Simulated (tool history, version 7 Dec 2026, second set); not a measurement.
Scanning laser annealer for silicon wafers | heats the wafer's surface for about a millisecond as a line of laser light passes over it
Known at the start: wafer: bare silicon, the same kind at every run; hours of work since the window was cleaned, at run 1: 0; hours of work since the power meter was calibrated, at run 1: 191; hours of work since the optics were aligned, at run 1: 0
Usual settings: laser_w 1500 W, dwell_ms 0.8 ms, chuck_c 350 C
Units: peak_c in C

run	day	laser_w	dwell_ms	chuck_c	hours of work since the window was cleaned	hours of work since the power meter was calibrated	hours of work since the optics were aligned	peak_c
1	0	1500	0.8	350	0	191	0	1188
2	2.846	1500	0.878	350	44	235	44	1224
3	4.483	1500	0.826	350	70	261	70	1196
4	7.604	1500	0.971	350	119	309	119	1268
5	9.817	1500	0.971	350	153	344	153	1267
6	12.175	1500	0.971	350	190	381	190	1264
7	15.021	1500	0.971	350	234	425	234	1261
8	18.092	1500	0.971	350	282	473	282	1260
9	19.496	1500	0.971	350	304	495	304	1259
10	21.962	1500	0.583	350	342	533	342	1054
11	24.021	1500	0.583	350	374	565	374	1052
12	26.042	1500	0.583	350	406	597	406	1052
13	29.038	1366	0.8	350	453	643	453	1081
14	30.754	1500	0.8	350	479	670	479	1169
15	33.225	1500	0.8	350	518	709	518	1165
16	35.988	1500	0.8	350	561	752	561	1165
17	38.746	1548	0.812	343	604	795	604	1194
18	41.688	1332	0.772	333	650	841	650	1022
19	43.433	1332	0.772	333	677	868	677	1023
20	46.683	1332	0.772	333	728	918	728	1020
21	49.179	1560	0.77	338	767	957	767	1168
22	51.838	1560	0.77	338	808	999	808	1165
23	54.612	1582	0.77	331	851	1042	851	1171
24	57.921	1518	0.616	380	903	1094	903	1094
25	60.258	1518	0.616	380	939	1130	939	1093
# day 62.342: window over the wafer cleaned
26	62.892	1534	0.8	350	9	1170	979	1186
27	64.521	1500	0.673	342	34	1195	1005	1089
28	66.696	1500	0.698	350	68	1229	1038	1111
29	69.446	1549	0.717	319	111	1272	1081	1120
30	70.979	1549	0.717	319	135	1296	1105	1118
31	74.262	1500	0.8	330	186	1347	1156	1140

Forecast each of these 4 alternatives for the next run:
# day 75.242: optics aligned, line set to its width
A	76.854	1569	0.99	317	223	1384	25	?
# day 75.242: optics aligned, line set to its width
B	76.854	1532	0.8	380	223	1384	25	?
# day 75.242: optics aligned, line set to its width
C	76.854	1500	0.564	330	223	1384	25	?
# day 75.242: optics aligned, line set to its width
D	76.854	1500	0.8	371	223	1384	25	?

run	peak_c
A	1287
B	1225
C	1022
D	1191
Without the tool's hidden state the same runs would have given:
run	peak_c
A	1305
B	1240
C	1034
D	1206

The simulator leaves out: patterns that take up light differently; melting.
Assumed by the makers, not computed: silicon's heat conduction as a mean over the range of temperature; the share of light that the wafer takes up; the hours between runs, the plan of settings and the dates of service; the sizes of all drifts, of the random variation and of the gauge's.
